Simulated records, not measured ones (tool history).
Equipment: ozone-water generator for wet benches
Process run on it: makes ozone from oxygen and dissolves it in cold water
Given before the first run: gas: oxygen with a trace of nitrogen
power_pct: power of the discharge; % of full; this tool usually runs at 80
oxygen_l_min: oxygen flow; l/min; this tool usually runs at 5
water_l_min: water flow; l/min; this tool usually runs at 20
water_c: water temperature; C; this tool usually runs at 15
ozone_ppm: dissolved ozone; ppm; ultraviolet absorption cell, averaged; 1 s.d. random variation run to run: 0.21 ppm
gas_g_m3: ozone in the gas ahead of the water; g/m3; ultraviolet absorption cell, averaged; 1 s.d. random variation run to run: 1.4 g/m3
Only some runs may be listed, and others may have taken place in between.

run     day  power_pct  oxygen_l_min  water_l_min  water_c  ozone_ppm  gas_g_m3
  1       0         80             5           20       15       28.9     249.5
  2   3.296         80             5           20        8       31.3     249.4
  3   5.754         80             5           20        8       31.7     251.8
  4   8.242         80             5           20        8       31.6     250.6
  5  10.688         80             5           20        8       31.4     249.5
  6  12.971         80             5           20        8       30.8     248.9
  7  16.121         80          4.63           20       15       28.1     259.1
  8  19.312         80          4.63           20       15       27.9     256.7
  9  22.558         80          4.63           20       22       25.2     256.4
 10  24.392         80             5           20       15       28.5     244.6
 11  27.433         80             5           20       15       28.2     248.2
     27.917  -- contactor cleaned
 12   29.85         80             5           20       15       27.6     245.3
 13  33.412         80             5           20       15       27.6     246.7
 14  35.838         80             5           20       15       27.3       246
 15  37.858         80             5           20       15       27.3     245.3
     39.642  -- contactor cleaned, once more
 16  41.304         80             5           20       15       28.9     245.7
 17  43.383         80             5           20       12       29.5     244.6
 18  45.438         80          4.38           22       15       26.4     261.3
 19  47.942         50          3.79           14       20       24.7     205.7
 20  50.854         77             5           20       10       29.7     238.9
 21  54.333         46          7.13           20       15       20.1       142
     54.596  -- water thermometer calibrated
 22  57.733         89             5           20       17       30.4     259.4
 23    60.6         80           8.8           20       17       27.7     183.1
 24  63.962         97          8.57           29       12       26.4     212.4
 25  66.721         97          8.57           29       12       26.6     209.6
 26  68.571         97          8.57           29       12       26.6     210.2
 27  70.692         97          4.84           29       12       24.4     276.3
 28  73.067         97          4.84           29       12       24.4     276.8
 29  75.517         97          4.84           29       12       24.1     277.7

Here are 5 independent what-if runs from the current tool condition. What would each one return?
  A  78.483         88          4.84           29       12          ?         ?
  B  78.483         97          4.84           29        7          ?         ?
  C  78.483         96          7.24           20        7          ?         ?
  D  78.483         42          4.84           29       12          ?         ?
  E  78.483         97          4.84           29       10          ?         ?

run  ozone_ppm  gas_g_m3
  A       22.8     256.9
  B       25.2     273.7
  C       36.2     226.2
  D       14.1     159.2
  E         25     276.5
Stripped of hidden state, with their random variation kept, the same runs would have yielded:
run  ozone_ppm  gas_g_m3
  A       24.9     278.7
  B       27.6     298.3
  C       39.7     246.3
  D       14.9     166.7
  E       27.4     301.3
